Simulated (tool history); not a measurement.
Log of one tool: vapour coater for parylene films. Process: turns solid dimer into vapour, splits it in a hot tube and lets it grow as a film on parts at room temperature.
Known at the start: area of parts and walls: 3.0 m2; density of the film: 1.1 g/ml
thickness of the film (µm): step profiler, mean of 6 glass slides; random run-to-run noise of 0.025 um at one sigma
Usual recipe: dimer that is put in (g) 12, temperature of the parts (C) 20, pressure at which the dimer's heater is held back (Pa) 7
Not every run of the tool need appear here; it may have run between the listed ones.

run    hour  dimer that is put in (g)  temperature of the parts (C)  pressure at which the dimer's heater is held back (Pa)  thickness of the film (µm)
  1       0                        12                            20                                                       7                        1.86
  2    29.3                        12                            20                                                    5.58                        1.85
  3    73.5                        17                            20                                                    5.58                        2.62
  4   101.2                        13                            20                                                    5.58                        2.04
  5   129.6                        13                            20                                                    5.58                        1.99
  6   161.5                        13                            20                                                    5.58                        1.97
  7   215.1                        12                            20                                                    3.38                        1.94
  8   249.2                        22                            20                                                       7                        3.28
  9   298.8                        12                            20                                                       7                        1.75
 10   332.8                        12                            20                                                       7                        1.73
 11   361.7                        12                            20                                                       7                        1.79
 12   388.9                        12                            20                                                       7                        1.73
 13   435.5                        12                            20                                                       7                        1.61
 14   479.1                        12                            20                                                       7                        1.61
 15   502.7                        12                            20                                                       7                        1.58
 16   529.9                        12                            32                                                       7                        1.22
 17   579.9                        12                            32                                                       7                        1.17
 18   624.1                        12                            32                                                       7                        1.12
 19   668.8                        11                            20                                                    4.23                        1.49
 20     712                        12                            20                                                    3.28                        1.62
 21     757                        12                            20                                                    4.02                        2.04
 22   803.9                        12                            28                                                    2.55                        1.72
 23   829.1                        12                            28                                                    3.31                        1.71
 24   859.7                        12                            12                                                    4.19                        2.43
 25   901.6                        12                            12                                                    4.19                        2.39
 26   947.4                        20                            12                                                    6.03                        3.84
 27   978.4                         7                            32                                                       7                        0.78
 28  1018.6                         7                            32                                                       7                         0.8
 29  1068.1                         7                            32                                                       7                        0.79
 30  1095.4                        15                            32                                                    9.39                        1.68
 31  1122.1                        13                            20                                                    2.58                        2.14
 32  1144.8                         9                            15                                                    7.89                        1.51
 33  1174.6                         6                            19                                                    4.39                        0.99
 34  1197.1                         6                            19                                                    4.39                        0.97
 35  1250.6                         6                            25                                                    2.28                        0.85

Removed from this log: 3 entries logged between the listed runs. Between which two listed runs does each belong, and how does the tool's hidden state at the listed run before it compare with that at the listed run after it?
From run 12 to run 13: trap's valve overhauled (hour 421.7)
  vapour lost through the trap's worn valve, %: 13.2 -> 18.5; true temperature of the parts over the reading, C: -1.21 -> -1.24
  measured result minus the result with no hidden state, thickness of the film (µm): -0.21 -> -0.31
From run 17 to run 18: table's thermometer calibrated (hour 624.1)
  vapour lost through the trap's worn valve, %: 20.9 -> 21.5; true temperature of the parts over the reading, C: -1.34 -> -0.03
  measured result minus the result with no hidden state, thickness of the film (µm): -0.27 -> -0.31
From run 20 to run 21: trap's valve overhauled, once more (hour 723.2)
  vapour lost through the trap's worn valve, %: 22.9 -> 0.8; true temperature of the parts over the reading, C: -0.1 -> -0.13
  measured result minus the result with no hidden state, thickness of the film (µm): -0.48 -> -0.01

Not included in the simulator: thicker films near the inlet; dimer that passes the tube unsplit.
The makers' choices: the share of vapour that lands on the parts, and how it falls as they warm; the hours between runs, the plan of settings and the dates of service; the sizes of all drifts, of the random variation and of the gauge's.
